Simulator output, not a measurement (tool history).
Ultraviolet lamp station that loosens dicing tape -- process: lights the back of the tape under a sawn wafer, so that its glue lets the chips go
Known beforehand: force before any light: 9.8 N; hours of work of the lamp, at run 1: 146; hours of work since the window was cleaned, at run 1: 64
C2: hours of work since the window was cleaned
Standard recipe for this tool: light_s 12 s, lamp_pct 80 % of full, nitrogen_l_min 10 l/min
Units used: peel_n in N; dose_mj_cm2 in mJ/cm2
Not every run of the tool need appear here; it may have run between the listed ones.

Run 1, day 0.000: usual settings; hours of work of the lamp 146; C2 64. Result: peel_n 0.705 N, dose_mj_cm2 464 mJ/cm2.
Run 2, day 0.317: usual settings; hours of work of the lamp 150; C2 68. Result: peel_n 0.742 N, dose_mj_cm2 459 mJ/cm2.
Run 3, day 0.654: usual settings; hours of work of the lamp 155; C2 72. Result: peel_n 0.735 N, dose_mj_cm2 466 mJ/cm2.
Run 4, day 0.988: usual settings; hours of work of the lamp 159; C2 77. Result: peel_n 0.753 N, dose_mj_cm2 454 mJ/cm2.
Run 5, day 1.221: usual settings; hours of work of the lamp 162; C2 80. Result: peel_n 0.766 N, dose_mj_cm2 454 mJ/cm2.
Run 6, day 1.612: usual settings but light_s 19 s; hours of work of the lamp 167; C2 85. Result: peel_n 0.239 N, dose_mj_cm2 718 mJ/cm2.
Run 7, day 2.012: usual settings but light_s 19 s; hours of work of the lamp 172; C2 90. Result: peel_n 0.238 N, dose_mj_cm2 718 mJ/cm2.
Run 8, day 2.358: usual settings but light_s 19 s; hours of work of the lamp 176; C2 94. Result: peel_n 0.242 N, dose_mj_cm2 711 mJ/cm2.
Run 9, day 2.717: usual settings but nitrogen_l_min 3 l/min; hours of work of the lamp 181; C2 99. Result: peel_n 1.780 N, dose_mj_cm2 451 mJ/cm2.
Run 10, day 3.225: usual settings but light_s 8 s; hours of work of the lamp 187; C2 105. Result: peel_n 1.788 N, dose_mj_cm2 297 mJ/cm2.
Run 11, day 3.633: usual settings but light_s 8 s; hours of work of the lamp 193; C2 110. Result: peel_n 1.750 N, dose_mj_cm2 299 mJ/cm2.
Run 12, day 3.954: usual settings but lamp_pct 68 % of full, nitrogen_l_min 7 l/min; hours of work of the lamp 197; C2 114. Result: peel_n 1.413 N, dose_mj_cm2 378 mJ/cm2.
Run 13, day 4.333: usual settings but lamp_pct 66 % of full, nitrogen_l_min 7 l/min; hours of work of the lamp 201; C2 119. Result: peel_n 1.543 N, dose_mj_cm2 366 mJ/cm2.
Run 14, day 4.592: usual settings but light_s 7 s, lamp_pct 66 % of full, nitrogen_l_min 4 l/min; hours of work of the lamp 205; C2 122. Result: peel_n 3.911 N, dose_mj_cm2 209 mJ/cm2.
Run 15, day 4.896: usual settings but light_s 9 s, lamp_pct 75 % of full, nitrogen_l_min 9 l/min; hours of work of the lamp 209; C2 126. Result: peel_n 1.782 N, dose_mj_cm2 308 mJ/cm2.
Run 16, day 5.400: usual settings but light_s 18 s, lamp_pct 62 % of full, nitrogen_l_min 8 l/min; hours of work of the lamp 215; C2 133. Result: peel_n 0.720 N, dose_mj_cm2 503 mJ/cm2.
Run 17, day 5.654: usual settings but light_s 18 s, lamp_pct 62 % of full, nitrogen_l_min 4 l/min; hours of work of the lamp 218; C2 136. Result: peel_n 1.159 N, dose_mj_cm2 511 mJ/cm2.
Run 18, day 5.900: usual settings but light_s 10 s, lamp_pct 62 % of full, nitrogen_l_min 9 l/min; hours of work of the lamp 221; C2 139. Result: peel_n 2.027 N, dose_mj_cm2 284 mJ/cm2.
Run 19, day 6.104: usual settings but light_s 20 s; hours of work of the lamp 224; C2 142. Result: peel_n 0.233 N, dose_mj_cm2 716 mJ/cm2.
Run 20, day 6.362: usual settings but light_s 14 s, lamp_pct 74 % of full, nitrogen_l_min 8 l/min; hours of work of the lamp 227; C2 145. Result: peel_n 0.839 N, dose_mj_cm2 472 mJ/cm2.

Expected results for the next run?
Run 21, day 6.754: usual settings but light_s 13 s, lamp_pct 67 % of full, nitrogen_l_min 9 l/min; hours of work of the lamp 232; C2 150. Result: peel_n ?, dose_mj_cm2 ?.

peel_n: 1.149 N
dose_mj_cm2: 395 mJ/cm2
With no hidden state in the tool, this same run would have given peel_n 0.860 N, dose_mj_cm2 451 mJ/cm2.
